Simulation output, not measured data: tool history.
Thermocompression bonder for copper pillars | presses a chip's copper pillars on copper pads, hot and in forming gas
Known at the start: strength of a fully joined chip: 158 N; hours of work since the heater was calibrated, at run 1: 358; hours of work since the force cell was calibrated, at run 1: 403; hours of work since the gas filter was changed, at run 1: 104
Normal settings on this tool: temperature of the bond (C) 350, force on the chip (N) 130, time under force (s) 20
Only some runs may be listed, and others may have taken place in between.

run    hour  temperature of the bond (C)  force on the chip (N)  time under force (s)  hours of work since the heater was calibrated  hours of work since the force cell was calibrated  hours of work since the gas filter was changed  force that shears a chip off (N)
  1     0.0                          350                    130                    20                                            358                                                403                                             104                              70.6
  2    68.9                          350                    130                    20                                            391                                                436                                             137                              70.3
       88.3  -- forming gas filter changed
  3   117.0                          350                    130                    20                                            414                                                459                                              14                              75.5
  4   155.9                          350                    130                    20                                            433                                                478                                              32                              74.6
  5   206.6                          350                    130                    38                                            457                                                502                                              57                              91.1
  6   241.8                          350                    130                    38                                            474                                                519                                              73                              91.0
  7   282.2                          350                    130                    20                                            493                                                538                                              93                              72.4
  8   328.6                          350                    130                    20                                            515                                                560                                             115                              70.7
  9   385.0                          350                    130                    10                                            542                                                587                                             142                              53.9
      394.2  -- forming gas filter changed
 10   437.2                          350                    130                    10                                            567                                                612                                              21                              58.6
      444.8  -- force cell calibrated
 11   496.7                          350                    130                    33                                            595                                                 25                                              48                              86.6
 12   529.4                          350                    130                    33                                            611                                                 40                                              64                              86.6
 13   558.0                          350                    130                    33                                            624                                                 54                                              78                              85.2
 14   607.7                          335                     84                    22                                            648                                                 78                                             101                              35.9
 15   648.0                          335                     84                    22                                            667                                                 97                                             121                              36.2
      702.4  -- forming gas filter changed
 16   718.3                          335                     84                    22                                            701                                                131                                               8                              38.9
 17   766.5                          350                    130                    36                                            724                                                154                                              31                              91.2
 18   804.8                          331                    114                    36                                            742                                                172                                              49                              63.8
      855.9  -- force cell calibrated, once more
 19   855.9                          331                    114                    36                                            766                                                  0                                              73                              67.1
 20   884.2                          332                    159                    42                                            779                                                 14                                              86                              96.7
 21   933.2                          341                    130                    13                                            803                                                 37                                             110                              58.3
 22   964.2                          333                    177                    18                                            818                                                 52                                             125                              82.2
 23  1001.8                          333                    177                    18                                            836                                                 70                                             143                              81.3
     1010.3  -- forming gas filter changed
 24  1065.1                          322                    130                    16                                            866                                                100                                              26                              52.4
 25  1103.0                          322                     92                    13                                            884                                                118                                              44                              30.9
 26  1141.2                          358                    108                    12                                            902                                                136                                              63                              58.2

Branching from run 26: 5 alternative next runs. What would each branch give?
  A  1176.8                          374                     85                    50                                            919                                                153                                              80                                 ?
  B  1176.8                          358                    108                    54                                            919                                                153                                              80                                 ?
  C  1176.8                          371                    143                    17                                            919                                                153                                              80                                 ?
  D  1176.8                          358                     90                    12                                            919                                                153                                              80                                 ?
  E  1176.8                          372                    108                    31                                            919                                                153                                              80                                 ?

run  force that shears a chip off (N)
  A                              89.1
  B                              96.4
  C                              98.1
  D                              46.9
  E                              92.9
With no hidden state in the tool, these same runs would have given:
run  force that shears a chip off (N)
  A                              88.2
  B                              95.6
  C                              97.6
  D                              45.4
  E                              92.2
